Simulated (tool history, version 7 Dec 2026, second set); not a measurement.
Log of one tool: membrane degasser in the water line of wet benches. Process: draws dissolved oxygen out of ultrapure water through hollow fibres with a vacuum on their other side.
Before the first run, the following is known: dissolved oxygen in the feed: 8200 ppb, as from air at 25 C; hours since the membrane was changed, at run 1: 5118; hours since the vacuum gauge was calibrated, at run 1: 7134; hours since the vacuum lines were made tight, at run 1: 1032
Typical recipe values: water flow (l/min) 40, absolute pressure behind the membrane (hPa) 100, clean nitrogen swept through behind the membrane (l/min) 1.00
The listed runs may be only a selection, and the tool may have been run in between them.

run    hour  water flow (l/min)  absolute pressure behind the membrane (hPa)  clean nitrogen swept through behind the membrane (l/min)  hours since the membrane was changed  hours since the vacuum gauge was calibrated  hours since the vacuum lines were made tight  dissolved oxygen in the water behind the degasser (ppb)  pressure that the water loses in the fibres (hPa)
  1     0.0                  40                                          100                                                      1.00                                  5118                                         7134                                          1032                                                    554.8                                              457.4
  2   189.8                  40                                          100                                                      1.00                                  5308                                         7324                                          1222                                                    557.1                                              455.4
  3   401.2                  40                                          100                                                      1.00                                  5519                                         7535                                          1433                                                    553.7                                              452.6
  4   641.8                  40                                          100                                                      1.00                                  5760                                         7776                                          1674                                                    557.3                                              457.2
  5   803.1                  40                                           93                                                      1.00                                  5921                                         7937                                          1835                                                    508.3                                              452.4
  6  1024.8                  40                                           93                                                      1.00                                  6143                                         8159                                          2057                                                    507.4                                              456.6
  7  1254.4                  40                                           93                                                      1.00                                  6372                                         8388                                          2286                                                    507.7                                              455.0
  8  1409.6                  40                                           93                                                      1.00                                  6527                                         8544                                          2441                                                    509.3                                              462.0
     1554.2  -- vacuum gauge calibrated
  9  1568.7                  40                                           93                                                      1.00                                  6686                                           14                                          2600                                                    482.7                                              458.8
 10  1729.3                  40                                           93                                                      1.00                                  6847                                          175                                          2761                                                    483.0                                              457.6
 11  1953.5                  40                                           93                                                      1.00                                  7071                                          399                                          2985                                                    482.2                                              455.9
 12  2142.5                  25                                           68                                                      1.22                                  7260                                          588                                          3174                                                    163.6                                              288.7

What does the tool deliver on the next run?
 13  2365.1                  40                                          125                                                      2.99                                  7482                                          811                                          3396                                                        ?                                                  ?

dissolved oxygen in the water behind the degasser (ppb): 298.8
pressure that the water loses in the fibres (hPa): 457.2
Had the tool carried no hidden state, the very same run would have given dissolved oxygen in the water behind the degasser (ppb) 293.5, pressure that the water loses in the fibres (hPa) 441.3.

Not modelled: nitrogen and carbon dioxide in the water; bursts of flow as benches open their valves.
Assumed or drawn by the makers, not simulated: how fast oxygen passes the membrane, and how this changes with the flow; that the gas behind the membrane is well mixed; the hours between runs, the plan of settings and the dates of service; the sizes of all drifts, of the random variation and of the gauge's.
